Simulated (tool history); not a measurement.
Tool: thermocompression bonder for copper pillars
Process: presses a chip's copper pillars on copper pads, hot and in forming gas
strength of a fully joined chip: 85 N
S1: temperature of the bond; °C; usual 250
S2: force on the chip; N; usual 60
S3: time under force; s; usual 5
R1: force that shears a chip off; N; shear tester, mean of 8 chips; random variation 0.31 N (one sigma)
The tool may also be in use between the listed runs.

run,hour,S1,S2,S3,R1
1,0.0,250,60,5,42.2
2,15.4,250,60,5,41.6
3,29.5,250,60,5,41.6
4,47.8,250,60,5,40.8
5,62.8,250,60,5,40.8
6,76.0,250,63,5,41.9
7,84.1,250,60,14,54.4
8,100.1,250,60,14,54.3
9,118.3,250,60,5,39.4
# hour 126.6: forming gas filter changed
10,137.4,250,56,5,40.1
11,147.0,250,56,5,39.8
12,155.5,250,56,5,39.5
13,163.3,250,60,4,38.2
14,179.8,250,60,4,38.0
15,190.0,250,60,4,37.4
16,207.5,250,60,5,39.6
17,219.0,250,60,5,39.5
18,233.9,250,60,5,38.6
19,252.7,250,60,5,38.4
20,263.8,250,60,4,35.5
# hour 265.7: forming gas filter changed
21,274.2,244,45,3,24.9
22,283.0,250,48,13,48.4
23,291.5,250,48,13,48.8
24,299.3,250,48,13,48.7
25,314.4,226,60,3,21.9
26,326.5,226,60,3,21.9
# hour 328.9: force cell calibrated
27,346.7,250,79,10,58.3
28,355.7,263,46,5,40.1
29,370.1,263,46,5,39.3
30,378.5,229,63,10,37.5
31,390.3,229,86,3,29.3
32,403.9,254,44,5,32.6
# hour 406.7: forming gas filter changed
33,417.3,261,69,15,68.7
34,433.4,245,42,6,31.2
# hour 436.3: force cell calibrated, once more
35,449.6,245,42,6,29.9
36,462.4,245,42,6,29.7
37,474.5,223,62,9,31.9
38,493.4,250,53,5,34.9
39,502.1,250,67,3,33.9

Forecast each of these 4 alternatives for the next run:
A,509.9,250,60,3,?
B,509.9,240,61,5,?
C,509.9,277,46,5,?
D,509.9,255,78,4,?

run,R1
A,31.1
B,32.8
C,45.3
D,44.5
Without the tool's hidden state the same runs would have given:
run,R1
A,36.3
B,38.3
C,51.6
D,51.0

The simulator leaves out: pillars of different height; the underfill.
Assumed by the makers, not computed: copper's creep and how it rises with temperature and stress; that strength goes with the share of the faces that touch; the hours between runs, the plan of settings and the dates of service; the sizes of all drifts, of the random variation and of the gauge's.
